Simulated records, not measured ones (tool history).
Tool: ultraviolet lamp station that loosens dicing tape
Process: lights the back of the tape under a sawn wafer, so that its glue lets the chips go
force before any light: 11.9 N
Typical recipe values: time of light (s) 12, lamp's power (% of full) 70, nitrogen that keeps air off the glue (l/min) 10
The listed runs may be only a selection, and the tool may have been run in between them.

| run | hour | time of light (s) | lamp's power (% of full) | nitrogen that keeps air off the glue (l/min) | force that peels the tape off (N) | light that reached the tape (J/m2) |
|---|---|---|---|---|---|---|
| 1 | 0.0 | 12 | 70 | 10 | 0.975 | 2440 |
| 2 | 26.6 | 12 | 70 | 10 | 1.028 | 2460 |
| 3 | 67.9 | 10 | 70 | 10 | 1.543 | 2020 |
| 4 | 90.3 | 10 | 70 | 10 | 1.494 | 2000 |
| 5 | 117.1 | 12 | 71 | 10 | 1.002 | 2440 |
|  | 126.8 | window cleaned of glue's vapour |
| 6 | 147.2 | 12 | 70 | 12 | 1.066 | 2260 |
| 7 | 170.6 | 12 | 66 | 10 | 1.390 | 2120 |
| 8 | 188.8 | 12 | 70 | 10 | 1.223 | 2270 |
| 9 | 214.4 | 12 | 65 | 10 | 1.462 | 2070 |
|  | 232.5 | window cleaned of glue's vapour, once more |
| 10 | 258.0 | 12 | 65 | 10 | 1.081 | 2370 |
| 11 | 286.7 | 12 | 65 | 10 | 1.129 | 2370 |
| 12 | 327.8 | 12 | 65 | 7 | 1.445 | 2290 |
| 13 | 362.3 | 12 | 65 | 7 | 1.434 | 2320 |
| 14 | 386.4 | 14 | 70 | 6 | 1.000 | 2920 |
| 15 | 417.3 | 14 | 70 | 5 | 1.187 | 2900 |
| 16 | 439.0 | 14 | 72 | 5 | 1.150 | 2970 |
| 17 | 476.8 | 14 | 72 | 5 | 1.192 | 2940 |
| 18 | 499.9 | 7 | 100 | 14 | 1.178 | 2010 |
| 19 | 519.7 | 7 | 99 | 12 | 1.349 | 1970 |
| 20 | 550.1 | 7 | 99 | 12 | 1.423 | 1980 |
| 21 | 575.9 | 14 | 66 | 10 | 0.866 | 2650 |
| 22 | 609.6 | 14 | 66 | 10 | 0.893 | 2640 |
| 23 | 642.9 | 13 | 66 | 10 | 1.026 | 2400 |
| 24 | 663.6 | 8 | 78 | 9 | 2.077 | 1770 |
| 25 | 697.3 | 12 | 70 | 8 | 1.281 | 2330 |

How would selected steps in force that peels the tape off (N) from run to run divide? Give the signed amount a tool lacking its hidden state would still show from settings, what came in and random variation, and the signed amount left for the hidden state, including any gauge scatter that is not in both of the compared results.
The hidden state here: lamp's light, % of a new lamp's; light that the window lets through, % of a clean one's; drift of the gauge itself on peel_n, %; drift of the gauge itself on dose_mj_cm2, %.
Run 9 -> 10: window cleaned of glue's vapour, once more. force that peels the tape off (N) -0.381: hidden state -0.370, all else -0.011.
Run 23 -> 24: time of light (s) 13 -> 8, lamp's power (% of full) 66 -> 78, nitrogen that keeps air off the glue (l/min) 10 -> 9. force that peels the tape off (N) +1.051: hidden state +0.239, all else +0.812.
Run 24 -> 25: time of light (s) 8 -> 12, lamp's power (% of full) 78 -> 70, nitrogen that keeps air off the glue (l/min) 9 -> 8. force that peels the tape off (N) -0.796: hidden state -0.150, all else -0.646.

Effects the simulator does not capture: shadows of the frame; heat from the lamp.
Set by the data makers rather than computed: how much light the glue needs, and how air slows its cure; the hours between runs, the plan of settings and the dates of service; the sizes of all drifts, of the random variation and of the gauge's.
